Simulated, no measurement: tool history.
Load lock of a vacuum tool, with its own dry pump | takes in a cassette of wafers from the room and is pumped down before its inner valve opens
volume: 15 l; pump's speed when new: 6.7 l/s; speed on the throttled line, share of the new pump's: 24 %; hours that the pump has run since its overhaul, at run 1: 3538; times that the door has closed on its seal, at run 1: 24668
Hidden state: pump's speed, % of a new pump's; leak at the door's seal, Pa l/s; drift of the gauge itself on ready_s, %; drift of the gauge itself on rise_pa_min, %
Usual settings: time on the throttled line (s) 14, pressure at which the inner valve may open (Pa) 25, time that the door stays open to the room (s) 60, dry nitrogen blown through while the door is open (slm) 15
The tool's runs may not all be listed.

run,hour,time on the throttled line (s),pressure at which the inner valve may open (Pa),time that the door stays open to the room (s),dry nitrogen blown through while the door is open (slm),hours that the pump has run since its overhaul,times that the door has closed on its seal,"incoming humidity of the room's air, %",time from the closed door until the inner valve may open (s),rise of the pressure with all valves shut (Pa/min)
1,0,14,25,60,15,3538,24668,43.6,30.4,0.168
2,203.5,14,25,60,15,3742,25382,42.8,29.9,0.172
3,622.5,14,25,60,15,4161,26854,44.2,30.2,0.179
4,937.3,14,25,60,15,4475,27959,46,29.4,0.19
5,1211.6,21,25,60,15,4750,28922,47.4,34.7,0.191
6,1636.7,14,25,60,15,5175,30415,42,30,0.197
7,2046.5,14,25,60,15,5585,31854,43.8,29.8,0.208
8,2254.5,14,25,43,15,5793,32584,40.3,30.5,0.192
9,2573.8,14,47,60,15,6112,33705,42,28.6,0.215
10,2927.6,14,47,60,15,6466,34948,46.7,28.6,0.234
11,3235.8,14,47,60,15,6774,36030,43,28.4,0.237
12,3477.3,14,33,60,15,7016,36878,42.3,29.2,0.236
13,3893.3,14,33,60,15,7432,38338,44.1,29.6,0.246
14,4134.3,14,33,60,15,7673,39184,44,29.3,0.257
15,4334.8,14,33,60,15,7873,39889,47,29.7,0.265
16,4618.6,14,25,60,15,8157,40885,46.9,31.2,0.269
17,4930.5,14,25,60,15,8469,41980,43.5,31,0.277
18,5136.1,14,25,60,6,8674,42702,45.7,30.9,0.298
19,5486.4,14,25,60,6,9025,43932,45.6,30.9,0.314
20,5918.8,14,19,89,15,9457,45450,44.6,31,0.329
21,6316.3,14,22,89,15,9855,46846,40.8,31.3,0.329
22,6564.7,15,22,106,15,10103,47718,48,32.2,0.368
23,6903.9,14,44,60,16,10442,48909,44.9,29.6,0.327
24,7255.3,16,25,26,15,10794,50143,44.8,33.1,0.304
25,7487.3,19,22,115,19,11026,50958,44.3,35.7,0.378
26,7772.1,21,47,115,19,11310,51957,41.1,34.8,0.373
27,7995.4,21,47,115,19,11534,52742,45.6,34.5,0.391
# hour 8020.9: dry pump taken out, an overhauled one fitted
28,8437,25,47,115,19,416,54271,44.7,35.8,0.399
29,8791.8,9,44,60,15,771,55517,43.2,24.4,0.381
30,9110.5,11,18,60,15,1090,56636,45.7,27.6,0.39
31,9425.7,7,18,60,17,1405,57743,44.1,25,0.395
32,9628.3,7,18,60,17,1607,58454,46.4,24.8,0.398
33,9911.8,7,18,60,17,1891,59449,45.2,24.8,0.412
34,10092.6,7,30,50,17,2072,60084,47,23.9,0.408
35,10283.2,8,41,159,27,2262,60753,45,23.5,0.469
36,10588.4,26,21,106,5,2567,61825,46.3,39.1,0.515
37,10835.2,14,33,185,5,2814,62691,42.7,29.1,0.585
# hour 11242.3: door's seal changed, seat wiped
38,11257.3,14,33,185,5,3235,53,45.4,28.9,0.244

3 ways to go on from here, each from the tool as it stands after run 38. What would each give?
A,11570.7,25,23,65,15,3548,1153,44,?,?
B,11570.7,14,33,185,20,3548,1153,44.9,?,?
C,11570.7,15,21,185,5,3548,1153,47.5,?,?

run,time from the closed door until the inner valve may open (s),rise of the pressure with all valves shut (Pa/min)
A,37.5,0.092
B,29,0.171
C,30.5,0.255
Without the tool's hidden state the same runs would have given:
run,time from the closed door until the inner valve may open (s),rise of the pressure with all valves shut (Pa/min)
A,37.1,0.086
B,28.5,0.165
C,30,0.249
